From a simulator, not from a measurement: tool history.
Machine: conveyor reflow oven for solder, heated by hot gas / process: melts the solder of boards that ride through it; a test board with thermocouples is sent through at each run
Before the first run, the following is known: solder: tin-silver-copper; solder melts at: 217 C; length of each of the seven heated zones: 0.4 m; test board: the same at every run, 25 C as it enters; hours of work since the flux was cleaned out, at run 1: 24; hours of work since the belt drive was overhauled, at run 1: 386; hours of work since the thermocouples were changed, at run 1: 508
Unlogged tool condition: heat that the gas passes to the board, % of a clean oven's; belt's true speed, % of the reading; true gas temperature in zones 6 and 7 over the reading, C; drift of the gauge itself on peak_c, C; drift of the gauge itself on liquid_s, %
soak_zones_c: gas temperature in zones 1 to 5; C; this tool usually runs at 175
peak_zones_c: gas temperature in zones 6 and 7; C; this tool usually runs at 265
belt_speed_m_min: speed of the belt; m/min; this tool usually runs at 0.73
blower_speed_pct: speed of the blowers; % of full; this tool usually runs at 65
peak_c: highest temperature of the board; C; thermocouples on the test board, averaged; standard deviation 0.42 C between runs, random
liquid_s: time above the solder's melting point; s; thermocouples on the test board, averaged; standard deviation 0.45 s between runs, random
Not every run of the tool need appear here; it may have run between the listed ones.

run	hour	soak_zones_c	peak_zones_c	belt_speed_m_min	blower_speed_pct	hours of work since the flux was cleaned out	hours of work since the belt drive was overhauled	hours of work since the thermocouples were changed	peak_c	liquid_s
1	0.0	175	265	0.73	65	24	386	508	248.4	47.1
2	34.8	175	265	0.73	65	45	407	529	249.2	46.3
3	64.6	175	265	0.73	65	63	425	547	248.9	47.8
4	87.1	175	265	0.73	65	77	439	561	249.2	47.0
5	118.0	175	265	0.73	51	96	458	580	243.3	41.4
6	153.7	175	265	0.73	65	117	479	602	248.1	46.4
7	179.3	175	265	0.73	65	133	495	617	249.1	47.0
8	202.4	175	265	0.73	65	147	509	631	248.4	46.7
9	247.6	175	265	0.73	65	174	536	659	248.5	46.4
10	271.5	175	265	0.73	65	189	551	673	248.4	47.2
11	319.1	175	265	0.73	65	218	580	702	248.4	46.1
12	352.5	175	265	0.73	65	238	600	723	249.2	47.0
13	392.4	175	265	0.73	65	263	625	747	248.7	47.8
14	413.4	175	265	0.73	65	275	637	760	248.6	46.9
# hour 430.1: flux residue cleaned out of gas plates and filters
15	447.0	175	265	0.73	65	10	655	777	249.8	48.0
16	482.0	175	265	0.73	65	32	676	798	249.3	47.3

What does the tool deliver on the next run?
17	507.3	176	272	0.73	78	47	691	814	?	?

peak_c: 259.3 C
liquid_s: 54.6 s
If the tool had no hidden condition, the same run with the same run-to-run variation would have returned peak_c 257.4 C, liquid_s 52.9 s.
